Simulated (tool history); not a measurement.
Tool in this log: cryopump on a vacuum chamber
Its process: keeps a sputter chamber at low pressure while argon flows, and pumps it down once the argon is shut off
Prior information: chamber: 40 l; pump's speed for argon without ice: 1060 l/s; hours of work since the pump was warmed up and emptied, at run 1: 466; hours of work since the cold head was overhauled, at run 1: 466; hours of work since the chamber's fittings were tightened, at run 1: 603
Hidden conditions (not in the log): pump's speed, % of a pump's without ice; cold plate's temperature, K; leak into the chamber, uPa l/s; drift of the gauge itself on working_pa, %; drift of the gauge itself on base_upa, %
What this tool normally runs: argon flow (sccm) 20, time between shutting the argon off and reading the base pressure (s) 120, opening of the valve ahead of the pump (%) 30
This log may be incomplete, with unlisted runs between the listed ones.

run	hour	argon flow (sccm)	time between shutting the argon off and reading the base pressure (s)	opening of the valve ahead of the pump (%)	hours of work since the pump was warmed up and emptied	hours of work since the cold head was overhauled	hours of work since the chamber's fittings were tightened	pressure while argon flows (Pa)	pressure after the wait (uPa)
1	0.0	20	120	30	466	466	603	0.1106	1.21
2	31.5	20	120	30	485	485	622	0.1109	1.22
3	46.5	20	120	30	495	495	631	0.1104	1.24
4	68.6	20	120	30	508	508	645	0.1111	1.28
5	94.4	20	131	30	524	524	661	0.1109	1.20
6	111.6	11	120	30	535	535	671	0.0612	1.23
7	129.0	20	120	30	545	545	682	0.1105	1.31
8	146.9	20	80	30	556	556	693	0.1107	1.44
9	160.5	20	80	30	565	565	701	0.1103	1.44
10	184.6	20	80	30	579	579	716	0.1115	1.52
11	209.8	20	120	43	595	595	732	0.0798	1.41
12	234.2	20	120	24	610	610	746	0.1377	1.32
13	258.5	25	99	15	625	625	761	0.2727	1.44
14	278.8	9	99	17	637	637	774	0.0861	1.47
15	302.2	9	99	17	652	652	788	0.0880	1.50
16	316.7	15	154	56	660	660	797	0.0475	1.36
17	344.1	24	120	57	677	677	814	0.0743	1.43
18	359.6	34	103	33	687	687	823	0.1743	1.49
19	389.7	38	23	29	705	705	842	0.2197	2.90
20	415.9	9	32	57	721	721	858	0.0285	2.31
21	438.3	36	120	30	735	735	872	0.2018	1.52
22	454.6	13	182	15	745	745	882	0.1422	1.40
23	472.8	20	23	20	756	756	893	0.1668	2.88
24	501.9	35	20	26	774	774	911	0.2286	3.13

Below are 3 alternative next runs, each starting from the tool's condition after run 24. Predict each:
A	532.0	15	20	26	793	793	929	?	?
B	532.0	35	20	16	793	793	929	?	?
C	532.0	17	287	38	793	793	929	?	?

run	pressure while argon flows (Pa)	pressure after the wait (uPa)
A	0.0980	3.28
B	0.3595	3.16
C	0.0773	1.43
Had the tool no hidden state, the same runs would have come out as:
run	pressure while argon flows (Pa)	pressure after the wait (uPa)
A	0.0924	2.25
B	0.3466	2.16
C	0.0711	0.42

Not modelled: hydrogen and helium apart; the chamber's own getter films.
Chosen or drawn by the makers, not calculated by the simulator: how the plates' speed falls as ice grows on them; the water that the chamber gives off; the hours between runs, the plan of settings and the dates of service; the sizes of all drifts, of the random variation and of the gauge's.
